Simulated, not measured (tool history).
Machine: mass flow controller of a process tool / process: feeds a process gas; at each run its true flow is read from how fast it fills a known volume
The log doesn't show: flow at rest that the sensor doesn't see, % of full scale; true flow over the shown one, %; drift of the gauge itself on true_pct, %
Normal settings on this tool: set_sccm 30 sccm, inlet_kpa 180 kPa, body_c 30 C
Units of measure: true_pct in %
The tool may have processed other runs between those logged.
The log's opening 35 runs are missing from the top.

run	hour	set_sccm	inlet_kpa	body_c	hours of work since the controller was set to zero	hours of work since the controller was changed	true_pct
36	5026.0	33	154	30	3622	3622	100.55
37	5149.5	33	154	30	3707	3707	100.68
38	5262.6	33	154	30	3785	3785	100.68
39	5362.6	33	154	30	3853	3853	100.84
40	5457.1	19	143	21	3918	3918	102.53
41	5585.6	15	200	32	4006	4006	102.45
42	5773.9	10	180	30	4135	4135	104.44
43	5907.7	64	276	37	4226	4226	100.38
44	6067.0	30	145	20	4335	4335	102.11
45	6170.2	53	145	26	4406	4406	101.09
46	6369.5	16	274	35	4542	4542	102.77
47	6524.8	52	190	35	4649	4649	100.56
48	6671.3	52	190	35	4749	4749	100.65

Forecast each of these 5 alternatives for the next run:
A	6816.8	30	235	23	4849	4849	?
B	6816.8	52	272	35	4849	4849	?
C	6816.8	30	180	30	4849	4849	?
D	6816.8	11	180	35	4849	4849	?
E	6816.8	52	190	26	4849	4849	?

run	true_pct
A	102.29
B	100.79
C	101.58
D	104.51
E	101.43
Without the tool's unlogged condition, the same runs would have read:
run	true_pct
A	99.18
B	98.55
C	98.47
D	97.82
E	99.20
